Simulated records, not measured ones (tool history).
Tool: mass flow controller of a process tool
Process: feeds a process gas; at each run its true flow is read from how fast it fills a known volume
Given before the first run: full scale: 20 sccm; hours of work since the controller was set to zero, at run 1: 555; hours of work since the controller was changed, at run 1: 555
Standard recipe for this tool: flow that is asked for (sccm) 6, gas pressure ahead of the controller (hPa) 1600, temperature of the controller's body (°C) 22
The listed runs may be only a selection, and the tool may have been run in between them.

run	hour	flow that is asked for (sccm)	gas pressure ahead of the controller (hPa)	temperature of the controller's body (°C)	hours of work since the controller was set to zero	hours of work since the controller was changed	true flow (%)
1	0.0	6	1600	22	555	555	99.19
2	52.4	6	1600	22	593	593	98.95
3	147.7	6	1600	22	661	661	98.88
4	224.3	6	1600	22	717	717	98.93
5	309.1	6	1600	22	778	778	98.89
6	391.4	6	1600	36	837	837	97.85
7	440.8	6	1600	39	873	873	97.76
8	493.1	6	1600	39	911	911	97.73
9	542.2	6	1600	22	946	946	98.74
10	632.6	6	1600	22	1011	1011	98.92
11	698.8	6	1680	22	1059	1059	98.91
12	767.0	6	1680	22	1108	1108	98.86
13	848.5	6	2740	22	1167	1167	99.72
14	925.0	3	2530	29	1222	1222	97.75
15	968.6	3	2530	29	1253	1253	97.76
16	1035.7	3	1870	37	1302	1302	96.71
17	1080.1	3	2670	22	1334	1334	98.27
18	1181.5	3	2670	22	1407	1407	98.18
19	1258.4	3	2670	22	1462	1462	98.13
20	1355.0	3	2670	22	1532	1532	98.18
21	1408.3	4	1430	21	1570	1570	97.82
22	1506.4	5	2070	36	1641	1641	97.65
23	1578.2	7	2700	22	1693	1693	99.73
24	1621.6	6	2710	40	1724	1724	98.20
25	1709.6	6	2560	40	1788	1788	98.10

How would selected steps in true flow (%) from run to run divide? Give the signed amount a tool lacking its hidden state would still show from settings, what came in and random variation, and the signed amount left for the hidden state, including any gauge scatter that is not in both of the compared results.
What the log doesn't record here: flow at rest that the sensor doesn't see, % of full scale; true flow over the shown one, %; drift of the gauge itself on true_pct, %.
Run 13 -> 14: flow that is asked for (sccm) 6 -> 3, gas pressure ahead of the controller (hPa) 2740 -> 2530, temperature of the controller's body (°C) 22 -> 29. true flow (%) -1.97: hidden state -1.00, all else -0.97.
Run 20 -> 21: flow that is asked for (sccm) 3 -> 4, gas pressure ahead of the controller (hPa) 2670 -> 1430, temperature of the controller's body (°C) 22 -> 21. true flow (%) -0.36: hidden state +0.59, all else -0.95.
Run 22 -> 23: flow that is asked for (sccm) 5 -> 7, gas pressure ahead of the controller (hPa) 2070 -> 2700, temperature of the controller's body (°C) 36 -> 22. true flow (%) +2.08: hidden state +0.44, all else +1.64.
